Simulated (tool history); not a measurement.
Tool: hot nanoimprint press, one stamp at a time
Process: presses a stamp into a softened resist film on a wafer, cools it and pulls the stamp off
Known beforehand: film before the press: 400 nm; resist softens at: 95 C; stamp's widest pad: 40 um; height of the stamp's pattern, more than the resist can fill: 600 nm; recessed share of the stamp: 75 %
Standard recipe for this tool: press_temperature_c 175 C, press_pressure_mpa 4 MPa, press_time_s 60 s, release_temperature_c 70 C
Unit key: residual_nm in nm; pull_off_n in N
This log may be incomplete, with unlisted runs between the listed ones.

run 1 hour=0 | press_temperature_c=175 press_pressure_mpa=4 press_time_s=60 release_temperature_c=70 | residual_nm=213.4 pull_off_n=233
run 2 hour=62.1 | press_temperature_c=175 press_pressure_mpa=4 press_time_s=60 release_temperature_c=70 | residual_nm=216.6 pull_off_n=263
-- hour=89.8 plate thermocouple calibrated
run 3 hour=95.7 | press_temperature_c=175 press_pressure_mpa=4 press_time_s=60 release_temperature_c=70 | residual_nm=220.7 pull_off_n=281
run 4 hour=144.9 | press_temperature_c=175 press_pressure_mpa=4 press_time_s=60 release_temperature_c=70 | residual_nm=221.6 pull_off_n=291
run 5 hour=177.2 | press_temperature_c=175 press_pressure_mpa=4.69 press_time_s=60 release_temperature_c=70 | residual_nm=212.9 pull_off_n=338
run 6 hour=215.6 | press_temperature_c=175 press_pressure_mpa=4 press_time_s=60 release_temperature_c=70 | residual_nm=226.7 pull_off_n=361
run 7 hour=274.5 | press_temperature_c=175 press_pressure_mpa=4 press_time_s=60 release_temperature_c=70 | residual_nm=225.9 pull_off_n=399
run 8 hour=329.5 | press_temperature_c=175 press_pressure_mpa=4 press_time_s=60 release_temperature_c=70 | residual_nm=226.6 pull_off_n=429
-- hour=385.2 plate thermocouple calibrated, once more
run 9 hour=385.2 | press_temperature_c=175 press_pressure_mpa=4 press_time_s=60 release_temperature_c=70 | residual_nm=211.4 pull_off_n=472
-- hour=397 stamp cleaned and given a new release coat
run 10 hour=457.1 | press_temperature_c=175 press_pressure_mpa=4 press_time_s=60 release_temperature_c=74 | residual_nm=213.5 pull_off_n=245
run 11 hour=497.8 | press_temperature_c=175 press_pressure_mpa=4 press_time_s=60 release_temperature_c=74 | residual_nm=213.1 pull_off_n=269
run 12 hour=560.1 | press_temperature_c=175 press_pressure_mpa=4 press_time_s=60 release_temperature_c=74 | residual_nm=213.6 pull_off_n=306
run 13 hour=611.7 | press_temperature_c=172 press_pressure_mpa=4 press_time_s=60 release_temperature_c=70 | residual_nm=231.9 pull_off_n=356
run 14 hour=664.7 | press_temperature_c=175 press_pressure_mpa=4 press_time_s=60 release_temperature_c=70 | residual_nm=219.3 pull_off_n=394
run 15 hour=693.2 | press_temperature_c=175 press_pressure_mpa=4 press_time_s=60 release_temperature_c=70 | residual_nm=218.3 pull_off_n=402
run 16 hour=728.4 | press_temperature_c=182 press_pressure_mpa=4 press_time_s=36 release_temperature_c=70 | residual_nm=224.4 pull_off_n=427
run 17 hour=773.3 | press_temperature_c=175 press_pressure_mpa=4.06 press_time_s=52 release_temperature_c=70 | residual_nm=230.1 pull_off_n=466
-- hour=788.5 stamp cleaned and given a new release coat
run 18 hour=826.7 | press_temperature_c=175 press_pressure_mpa=4.06 press_time_s=52 release_temperature_c=67 | residual_nm=229.7 pull_off_n=259
-- hour=833.9 plate thermocouple calibrated
run 19 hour=871.5 | press_temperature_c=175 press_pressure_mpa=4.06 press_time_s=53 release_temperature_c=67 | residual_nm=220.8 pull_off_n=283
run 20 hour=901.1 | press_temperature_c=175 press_pressure_mpa=4.06 press_time_s=53 release_temperature_c=67 | residual_nm=221.8 pull_off_n=287
run 21 hour=956.7 | press_temperature_c=167 press_pressure_mpa=2.79 press_time_s=32 release_temperature_c=72 | residual_nm=329 pull_off_n=312
run 22 hour=1000.7 | press_temperature_c=180 press_pressure_mpa=4.96 press_time_s=34 release_temperature_c=56 | residual_nm=215.6 pull_off_n=389
run 23 hour=1057.3 | press_temperature_c=174 press_pressure_mpa=4.96 press_time_s=30 release_temperature_c=57 | residual_nm=255.8 pull_off_n=438
run 24 hour=1089.2 | press_temperature_c=174 press_pressure_mpa=3.29 press_time_s=110 release_temperature_c=57 | residual_nm=198.4 pull_off_n=452
run 25 hour=1130.5 | press_temperature_c=175 press_pressure_mpa=4.24 press_time_s=60 release_temperature_c=70 | residual_nm=215.4 pull_off_n=442
run 26 hour=1160.1 | press_temperature_c=175 press_pressure_mpa=4 press_time_s=90 release_temperature_c=70 | residual_nm=192.3 pull_off_n=476
-- hour=1183.1 stamp cleaned and given a new release coat
run 27 hour=1211.6 | press_temperature_c=171 press_pressure_mpa=4.31 press_time_s=34 release_temperature_c=56 | residual_nm=281.5 pull_off_n=266
run 28 hour=1241.3 | press_temperature_c=181 press_pressure_mpa=2.54 press_time_s=103 release_temperature_c=58 | residual_nm=190.6 pull_off_n=289
-- hour=1276.5 plate thermocouple calibrated
run 29 hour=1294.4 | press_temperature_c=174 press_pressure_mpa=4.43 press_time_s=103 release_temperature_c=58 | residual_nm=176.4 pull_off_n=319

Difference, measured minus no-hidden-state, one row per run. Run-to-run variation is common to both terms; the gauge's own scatter need not be:
Unlogged tool condition in this case: true temperature over the reading, C; pressure that arrives at the usual setting, %; grip of the stamp's worn release coat, % over a new coat's; drift of the gauge itself on residual_nm, %; drift of the gauge itself on pull_off_n, %.
run=1 residual_nm=+5.9 pull_off_n=+2
run=2 residual_nm=+7.5 pull_off_n=+37
run=3 residual_nm=+13.1 pull_off_n=+56
run=4 residual_nm=+14.3 pull_off_n=+82
run=5 residual_nm=+15.3 pull_off_n=+110
run=6 residual_nm=+16.4 pull_off_n=+134
run=7 residual_nm=+17.7 pull_off_n=+174
run=8 residual_nm=+18.9 pull_off_n=+209
run=9 residual_nm=+2.8 pull_off_n=+244
run=10 residual_nm=+4.6 pull_off_n=+31
run=11 residual_nm=+5.5 pull_off_n=+55
run=12 residual_nm=+7 pull_off_n=+91
run=13 residual_nm=+8.5 pull_off_n=+130
run=14 residual_nm=+9.6 pull_off_n=+167
run=15 residual_nm=+10.2 pull_off_n=+182
run=16 residual_nm=+10.8 pull_off_n=+207
run=17 residual_nm=+12.4 pull_off_n=+243
run=18 residual_nm=+13.6 pull_off_n=+25
run=19 residual_nm=+6.7 pull_off_n=+47
run=20 residual_nm=+7.5 pull_off_n=+62
run=21 residual_nm=+5.6 pull_off_n=+94
run=22 residual_nm=+11 pull_off_n=+138
run=23 residual_nm=+12.8 pull_off_n=+185
run=24 residual_nm=+10.5 pull_off_n=+205
run=25 residual_nm=+13.2 pull_off_n=+216
run=26 residual_nm=+13 pull_off_n=+245
run=27 residual_nm=+15.6 pull_off_n=+20
run=28 residual_nm=+11.6 pull_off_n=+39
run=29 residual_nm=+8.1 pull_off_n=+68
